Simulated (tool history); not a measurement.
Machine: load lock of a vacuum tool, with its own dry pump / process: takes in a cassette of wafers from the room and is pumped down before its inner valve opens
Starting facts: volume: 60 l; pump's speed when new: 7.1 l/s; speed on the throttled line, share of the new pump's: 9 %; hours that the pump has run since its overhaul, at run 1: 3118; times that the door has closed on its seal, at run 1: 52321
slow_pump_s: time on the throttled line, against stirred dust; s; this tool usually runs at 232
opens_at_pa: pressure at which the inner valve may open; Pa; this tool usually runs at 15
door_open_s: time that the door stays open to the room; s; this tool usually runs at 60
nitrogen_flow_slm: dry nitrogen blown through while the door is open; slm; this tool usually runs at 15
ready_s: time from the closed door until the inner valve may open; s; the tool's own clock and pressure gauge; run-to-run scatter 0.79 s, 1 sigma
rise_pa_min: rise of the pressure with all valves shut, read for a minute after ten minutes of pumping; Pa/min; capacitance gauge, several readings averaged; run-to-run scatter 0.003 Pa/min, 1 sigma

| run | hour | slow_pump_s | opens_at_pa | door_open_s | nitrogen_flow_slm | hours that the pump has run since its overhaul | times that the door has closed on its seal | incoming humidity of the room's air, % | ready_s | rise_pa_min |
|---|---|---|---|---|---|---|---|---|---|---|
| 1 | 0.0 | 232 | 15 | 60 | 15 | 3118 | 52321 | 45.1 | 288.9 | 0.188 |
| 2 | 631.8 | 232 | 15 | 60 | 15 | 3750 | 54711 | 44.8 | 288.0 | 0.205 |
| 3 | 909.4 | 232 | 15 | 60 | 15 | 4027 | 55761 | 44.5 | 287.3 | 0.206 |
| 4 | 1305.6 | 232 | 15 | 60 | 15 | 4423 | 57260 | 44.2 | 287.9 | 0.215 |
| 5 | 1866.9 | 232 | 15 | 60 | 17 | 4985 | 59383 | 45.1 | 286.5 | 0.221 |
| 6 | 2338.0 | 232 | 15 | 117 | 15 | 5456 | 61165 | 45.1 | 288.7 | 0.249 |
| 7 | 2704.5 | 232 | 15 | 60 | 15 | 5822 | 62552 | 46.9 | 288.3 | 0.245 |
|  | 3183.4 | door's seal changed, seat wiped |
| 8 | 3251.3 | 232 | 15 | 60 | 15 | 6368 | 257 | 45.9 | 289.6 | 0.037 |
| 9 | 3841.4 | 232 | 22 | 60 | 15 | 6958 | 2490 | 44.8 | 286.2 | 0.034 |
| 10 | 4108.4 | 232 | 22 | 60 | 15 | 7225 | 3499 | 44.1 | 286.6 | 0.032 |
| 11 | 4463.3 | 232 | 15 | 60 | 15 | 7580 | 4842 | 42.4 | 289.2 | 0.035 |
| 12 | 5007.1 | 232 | 15 | 60 | 15 | 8123 | 6899 | 44.9 | 289.1 | 0.047 |
| 13 | 5667.6 | 232 | 20 | 60 | 4 | 8784 | 9398 | 43.8 | 286.2 | 0.058 |
| 14 | 6318.9 | 232 | 12 | 106 | 15 | 9435 | 11861 | 44.6 | 291.6 | 0.060 |
| 15 | 6869.4 | 232 | 25 | 170 | 15 | 9986 | 13944 | 40.7 | 284.7 | 0.074 |
| 16 | 7331.1 | 440 | 15 | 179 | 19 | 10447 | 15690 | 47.4 | 478.4 | 0.087 |
| 17 | 7860.3 | 440 | 15 | 179 | 19 | 10977 | 17692 | 44.5 | 479.5 | 0.081 |
| 18 | 8409.1 | 440 | 15 | 179 | 19 | 11525 | 19768 | 43.7 | 480.3 | 0.083 |
| 19 | 8835.0 | 273 | 23 | 46 | 4 | 11951 | 21379 | 46.3 | 322.2 | 0.084 |
| 20 | 9283.1 | 273 | 23 | 46 | 4 | 12399 | 23074 | 43.8 | 324.8 | 0.087 |
| 21 | 9552.1 | 461 | 23 | 224 | 4 | 12668 | 24092 | 44.9 | 494.6 | 0.143 |
| 22 | 10078.7 | 253 | 15 | 105 | 8 | 13195 | 26084 | 43.7 | 310.8 | 0.111 |
| 23 | 10558.5 | 455 | 15 | 105 | 14 | 13675 | 27899 | 47.4 | 495.5 | 0.105 |
| 24 | 11171.3 | 232 | 15 | 119 | 21 | 14288 | 30217 | 45.0 | 293.2 | 0.112 |

5 ways to go on from here, each from the tool as it stands after run 24. What would each give?
| A | 11726.3 | 232 | 15 | 28 | 15 | 14843 | 32316 | 48.3 | ? | ? |
| B | 11726.3 | 186 | 15 | 179 | 7 | 14843 | 32316 | 45.3 | ? | ? |
| C | 11726.3 | 167 | 15 | 60 | 15 | 14843 | 32316 | 44.4 | ? | ? |
| D | 11726.3 | 254 | 15 | 60 | 15 | 14843 | 32316 | 43.8 | ? | ? |
| E | 11726.3 | 122 | 16 | 70 | 21 | 14843 | 32316 | 44.6 | ? | ? |

| run | ready_s | rise_pa_min |
|---|---|---|
| A | 290.8 | 0.103 |
| B | 250.8 | 0.150 |
| C | 233.0 | 0.108 |
| D | 311.4 | 0.116 |
| E | 191.6 | 0.111 |
With the hidden condition removed and each run's random variation left untouched, the same runs would have given:
| run | ready_s | rise_pa_min |
|---|---|---|
| A | 285.8 | 0.024 |
| B | 245.4 | 0.070 |
| C | 227.5 | 0.030 |
| D | 306.4 | 0.036 |
| E | 185.7 | 0.031 |
